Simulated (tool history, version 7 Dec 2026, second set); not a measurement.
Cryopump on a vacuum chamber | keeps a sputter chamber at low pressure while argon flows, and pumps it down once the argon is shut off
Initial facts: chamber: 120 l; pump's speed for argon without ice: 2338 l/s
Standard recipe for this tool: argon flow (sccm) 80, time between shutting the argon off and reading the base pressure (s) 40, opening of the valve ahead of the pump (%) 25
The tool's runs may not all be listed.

run    hour  argon flow (sccm)  time between shutting the argon off and reading the base pressure (s)  opening of the valve ahead of the pump (%)  pressure while argon flows (Pa)  pressure after the wait (uPa)
  1     0.0                 80                                                                     40                                          25                           0.2405                           2.53
  2    72.5                 36                                                                     40                                          25                           0.1098                           2.65
  3   112.8                 80                                                                     40                                          25                           0.2429                           2.72
  4   177.9                 57                                                                     40                                          25                           0.1748                           2.66
  5   255.1                 57                                                                     40                                          25                           0.1737                           2.76
  6   319.6                 57                                                                     40                                          25                           0.1760                           2.85
      351.9  -- pump warmed up, emptied and cooled again
  7   403.8                 80                                                                    276                                          25                           0.2343                           1.64
  8   462.1                 80                                                                     40                                          25                           0.2334                           2.66
  9   506.5                 80                                                                     40                                          49                           0.1216                           2.64
 10   560.5                 80                                                                     40                                          49                           0.1221                           2.71
 11   612.8                 80                                                                     40                                          49                           0.1214                           2.77
 12   649.2                 80                                                                     40                                          49                           0.1226                           2.74
      676.4  -- leaking fittings of the chamber tightened, without venting
 13   722.9                 80                                                                     40                                          49                           0.1232                           1.35
 14   786.7                118                                                                     40                                          25                           0.3500                           1.37
 15   849.0                 80                                                                     40                                          19                           0.3127                           1.41
 16   886.7                 80                                                                     40                                          19                           0.3110                           1.44
 17   962.1                 80                                                                     40                                          19                           0.3127                           1.47
 18  1032.8                 80                                                                     40                                          16                           0.3733                           1.50
 19  1114.4                138                                                                    104                                          31                           0.3382                           0.89
 20  1177.1                 80                                                                     40                                          24                           0.2514                           1.68
 21  1248.7                140                                                                     28                                          15                           0.6898                           2.23
 22  1309.2                 47                                                                     28                                          27                           0.1330                           2.27
 23  1353.0                133                                                                     22                                          28                           0.3679                           2.88
 24  1394.9                133                                                                     22                                          28                           0.3614                           2.72
 25  1453.1                108                                                                     48                                          22                           0.3716                           1.72
 26  1500.3                 61                                                                     94                                          16                           0.2848                           1.26
 27  1565.6                 61                                                                     94                                          16                           0.2881                           1.36
 28  1625.2                 63                                                                     94                                          21                           0.2279                           1.36
     1687.6  -- pump warmed up, emptied and cooled again
 29  1689.4                 78                                                                     40                                          33                           0.1743                           1.99
 30  1755.3                 78                                                                     40                                          21                           0.2722                           1.98
 31  1790.6                149                                                                    114                                          17                           0.6387                           1.31
 32  1828.8                149                                                                    114                                          17                           0.6402                           1.30
 33  1907.5                149                                                                    114                                          17                           0.6435                           1.36

Here are 4 independent what-if runs from the current tool condition. What would each one return?
  A  1957.6                 73                                                                    114                                          48                                ?                              ?
  B  1957.6                 48                                                                     40                                          25                                ?                              ?
  C  1957.6                 80                                                                    125                                          25                                ?                              ?
  D  1957.6                 54                                                                     40                                          21                                ?                              ?

run  pressure while argon flows (Pa)  pressure after the wait (uPa)
  A                           0.1151                           1.44
  B                           0.1423                           2.13
  C                           0.2376                           1.34
  D                           0.1909                           2.22
Without the tool's unlogged condition, the same runs would have read:
run  pressure while argon flows (Pa)  pressure after the wait (uPa)
  A                           0.1098                           0.56
  B                           0.1389                           1.28
  C                           0.2318                           0.49
  D                           0.1870                           1.33
